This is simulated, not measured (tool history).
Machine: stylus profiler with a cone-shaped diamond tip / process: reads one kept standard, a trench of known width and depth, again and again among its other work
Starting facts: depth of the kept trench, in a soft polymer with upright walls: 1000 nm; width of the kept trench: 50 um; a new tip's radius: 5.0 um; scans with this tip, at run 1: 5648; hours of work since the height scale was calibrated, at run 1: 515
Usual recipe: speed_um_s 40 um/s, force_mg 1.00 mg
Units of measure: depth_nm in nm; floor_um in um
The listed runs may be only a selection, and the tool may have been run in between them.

run   hour  speed_um_s  force_mg  scans with this tip  hours of work since the height scale was calibrated  depth_nm  floor_um
  1    0.0          40      1.00                 5648                                                  515   1011.58     42.51
  2   14.7          88      1.00                 5737                                                  523   1011.81     42.37
  3   38.9          88      1.00                 5883                                                  537   1011.57     42.27
  4   59.1          40      0.37                 6005                                                  548   1007.49     42.32
  5   86.5          40      0.37                 6170                                                  563   1007.45     42.27
  6  102.4          40      0.37                 6267                                                  572   1007.66     42.29
  7  124.0          40      0.37                 6397                                                  584   1007.65     42.21
  8  140.7          40      0.37                 6498                                                  593   1007.90     42.23
  9  155.8          40      1.41                 6589                                                  601   1014.47     42.34
 10  172.6          40      1.41                 6690                                                  610   1014.44     42.36
 11  191.0          40      1.41                 6801                                                  620   1014.88     42.30
     193.4  -- height scale calibrated on a step standard
 12  216.6          40      1.41                 6953                                                   13   1016.48     42.26
 13  237.3          15      2.65                 7078                                                   24   1022.41     42.38
 14  250.9          50      0.92                 7160                                                   32   1013.29     42.19
 15  276.4          18      1.12                 7314                                                   46   1015.01     42.29
     282.7  -- height scale calibrated on a step standard, once more
 16  292.3          14      1.56                 7407                                                    5   1011.84     42.33
 17  308.7          14      1.56                 7506                                                   14   1011.72     42.27
 18  335.6         122      1.17                 7668                                                   29   1009.78     41.89
 19  356.5         122      0.61                 7794                                                   41   1006.21     41.62
 20  375.7         122      0.61                 7910                                                   51   1006.29     41.63
 21  402.8         122      0.61                 8074                                                   66   1006.34     41.55
 22  422.1          24      0.50                 8190                                                   77   1005.48     42.03
 23  439.2          24      0.50                 8294                                                   86   1005.45     42.05

What if the next run were any one of these 3? Each begins from the tool's condition after run 23:
  A  453.8          40      1.07                 8382                                                   94         ?         ?
  B  453.8         103      1.78                 8382                                                   94         ?         ?
  C  453.8         137      1.00                 8382                                                   94         ?         ?

run  depth_nm  floor_um
  A   1009.74     41.98
  B   1013.45     41.85
  C   1009.05     41.56
Stripped of hidden state, with their random variation kept, the same runs would have yielded:
run  depth_nm  floor_um
  A   1009.49     43.82
  B   1013.20     43.69
  C   1008.80     43.40
